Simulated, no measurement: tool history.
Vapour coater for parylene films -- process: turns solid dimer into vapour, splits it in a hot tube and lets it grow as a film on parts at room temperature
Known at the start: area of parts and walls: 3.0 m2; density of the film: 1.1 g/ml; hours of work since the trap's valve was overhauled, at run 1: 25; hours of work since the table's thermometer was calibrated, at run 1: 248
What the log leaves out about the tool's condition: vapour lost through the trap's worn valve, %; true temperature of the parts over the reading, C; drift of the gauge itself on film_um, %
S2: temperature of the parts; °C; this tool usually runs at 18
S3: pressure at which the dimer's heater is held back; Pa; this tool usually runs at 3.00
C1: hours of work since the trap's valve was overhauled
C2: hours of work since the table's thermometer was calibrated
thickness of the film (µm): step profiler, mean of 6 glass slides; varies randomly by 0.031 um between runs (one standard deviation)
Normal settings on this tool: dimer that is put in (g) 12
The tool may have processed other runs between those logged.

Run 1, hour 0.0: usual settings; C1 25; C2 248. Result: thickness of the film (µm) 2.95.
Run 2, hour 10.0: usual settings; C1 33; C2 257. Result: thickness of the film (µm) 2.94.
Run 3, hour 32.2: usual settings but dimer that is put in (g) 17; C1 52; C2 276. Result: thickness of the film (µm) 4.10.
Run 4, hour 54.0: usual settings but dimer that is put in (g) 17, S3 3.30 Pa; C1 71; C2 294. Result: thickness of the film (µm) 4.03.
Run 5, hour 71.7: usual settings; C1 86; C2 309. Result: thickness of the film (µm) 2.88.
Run 6, hour 85.7: usual settings; C1 98; C2 321. Result: thickness of the film (µm) 2.83.
Run 7, hour 109.8: usual settings; C1 119; C2 342. Result: thickness of the film (µm) 2.86.
Run 8, hour 121.0: usual settings but dimer that is put in (g) 14; C1 128; C2 351. Result: thickness of the film (µm) 3.29.
Run 9, hour 144.4: usual settings but S2 24 °C; C1 148; C2 371. Result: thickness of the film (µm) 2.29.
Run 10, hour 162.6: usual settings but dimer that is put in (g) 6; C1 164; C2 387. Result: thickness of the film (µm) 1.38.
Run 11, hour 176.5: usual settings but dimer that is put in (g) 6; C1 175; C2 399. Result: thickness of the film (µm) 1.36.
Run 12, hour 188.3: usual settings but dimer that is put in (g) 6; C1 186; C2 409. Result: thickness of the film (µm) 1.35.
Run 13, hour 212.1: usual settings; C1 206; C2 429. Result: thickness of the film (µm) 2.72.
Run 14, hour 226.0: usual settings; C1 218; C2 441. Result: thickness of the film (µm) 2.68.
Run 15, hour 247.9: usual settings but dimer that is put in (g) 11, S2 16 °C; C1 236; C2 460. Result: thickness of the film (µm) 2.57.
Run 16, hour 267.0: usual settings but dimer that is put in (g) 13, S2 12 °C; C1 253; C2 476. Result: thickness of the film (µm) 3.40.
At hour 280.7: trap's valve overhauled.
Run 17, hour 282.2: usual settings but S2 19 °C, S3 3.19 Pa; C1 1; C2 486. Result: thickness of the film (µm) 2.86.
Run 18, hour 300.2: usual settings but S2 17 °C; C1 17; C2 501. Result: thickness of the film (µm) 3.04.
Run 19, hour 312.3: usual settings but S2 10 °C, S3 2.21 Pa; C1 27; C2 511. Result: thickness of the film (µm) 3.49.
Run 20, hour 331.6: usual settings but S2 25 °C, S3 5.61 Pa; C1 44; C2 528. Result: thickness of the film (µm) 2.09.
Run 21, hour 348.7: usual settings but dimer that is put in (g) 17, S2 15 °C, S3 2.49 Pa; C1 58; C2 542. Result: thickness of the film (µm) 4.69.
Run 22, hour 359.5: usual settings but dimer that is put in (g) 17, S2 15 °C, S3 2.49 Pa; C1 67; C2 552. Result: thickness of the film (µm) 4.66.
Run 23, hour 376.0: usual settings but dimer that is put in (g) 21, S3 2.95 Pa; C1 81; C2 566. Result: thickness of the film (µm) 5.04.
Run 24, hour 396.0: usual settings but dimer that is put in (g) 9, S2 10 °C, S3 7.67 Pa; C1 98; C2 583. Result: thickness of the film (µm) 2.15.
Run 25, hour 418.9: usual settings but dimer that is put in (g) 9, S2 10 °C, S3 7.36 Pa; C1 118; C2 602. Result: thickness of the film (µm) 2.16.
Run 26, hour 442.3: usual settings but dimer that is put in (g) 9, S2 10 °C, S3 7.36 Pa; C1 138; C2 622. Result: thickness of the film (µm) 2.16.
Run 27, hour 458.6: usual settings but dimer that is put in (g) 9, S2 10 °C, S3 7.36 Pa; C1 152; C2 636. Result: thickness of the film (µm) 2.12.
Run 28, hour 481.3: usual settings but S2 10 °C, S3 4.27 Pa; C1 171; C2 655. Result: thickness of the film (µm) 3.23.

For each entry between runs, how does the tool's hidden state at the last listed run before it compare with that at the first listed run after it?
Between runs 16 and 17: trap's valve overhauled (hour 280.7)
  vapour lost through the trap's worn valve, %: 12.7 -> 0.2; true temperature of the parts over the reading, C: 0.39 -> 0.4
  measured minus no-state result, thickness of the film (µm): -0.49 -> -0.04
